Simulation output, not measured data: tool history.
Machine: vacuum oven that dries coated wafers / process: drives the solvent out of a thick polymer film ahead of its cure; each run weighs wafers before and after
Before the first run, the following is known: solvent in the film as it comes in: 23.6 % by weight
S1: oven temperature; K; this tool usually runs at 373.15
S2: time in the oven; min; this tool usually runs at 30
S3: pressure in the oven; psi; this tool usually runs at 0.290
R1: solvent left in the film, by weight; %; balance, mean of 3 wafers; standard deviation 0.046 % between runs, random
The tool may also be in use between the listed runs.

run	hour	S1	S2	S3	R1
1	0.0	373.15	30	0.290	2.85
2	82.6	373.15	30	0.290	2.91
3	159.6	373.15	30	0.290	2.84
4	243.4	373.15	30	0.290	2.76
5	290.1	373.15	30	0.290	2.81
6	339.6	373.15	20	0.290	4.74
7	377.7	373.15	20	0.290	4.82
8	458.2	373.15	20	0.290	4.72
9	503.7	373.15	30	0.290	2.66
10	583.4	373.15	30	0.290	2.69
11	654.0	373.15	54	0.290	1.33
12	711.1	373.15	54	0.290	1.25
13	754.7	373.15	54	0.290	1.25
14	837.9	363.15	54	0.290	2.49
15	893.7	363.15	54	0.290	2.46
16	946.6	363.15	54	0.290	2.45
17	1035.8	373.15	30	0.290	3.25
18	1086.9	366.15	30	0.290	5.11
19	1147.9	373.15	37	0.802	4.30
20	1197.9	373.15	37	0.802	4.30
21	1243.0	373.15	37	0.802	4.22
22	1325.3	368.15	50	0.210	1.99
23	1382.4	368.15	50	0.210	2.00
24	1436.1	388.15	29	0.155	0.83
25	1478.2	378.15	27	0.229	2.37
26	1554.9	378.15	28	0.360	2.58
27	1606.0	382.15	18	0.544	4.11
28	1677.2	385.15	30	0.708	2.29
29	1755.1	385.15	30	0.708	2.25
30	1801.4	382.15	18	0.743	4.47
31	1876.2	367.15	24	0.213	5.29
32	1915.2	382.15	37	0.213	0.94
33	1985.3	382.15	37	0.213	0.94
34	2045.5	363.15	37	0.347	4.45
35	2109.8	361.15	37	0.248	4.54

Not shown: 2 entries that the log had between the listed runs. Between which runs, and how does the tool's hidden state differ before and after?
Between runs 16 and 17: oven's thermocouples calibrated (hour 961.4)
  true wafer temperature over the reading, C: 3.12 -> -0.03; true pressure over the reading, kPa: 0.229 -> 0.247
  measured result minus the result with no hidden state, R1: -0.42 -> +0.14 %
Between runs 28 and 29: vacuum gauge cleaned of residue and calibrated (hour 1755.1)
  true wafer temperature over the reading, C: 1.02 -> 1.14; true pressure over the reading, kPa: 0.379 -> 0.004
  measured result minus the result with no hidden state, R1: +0.00 -> -0.15 %

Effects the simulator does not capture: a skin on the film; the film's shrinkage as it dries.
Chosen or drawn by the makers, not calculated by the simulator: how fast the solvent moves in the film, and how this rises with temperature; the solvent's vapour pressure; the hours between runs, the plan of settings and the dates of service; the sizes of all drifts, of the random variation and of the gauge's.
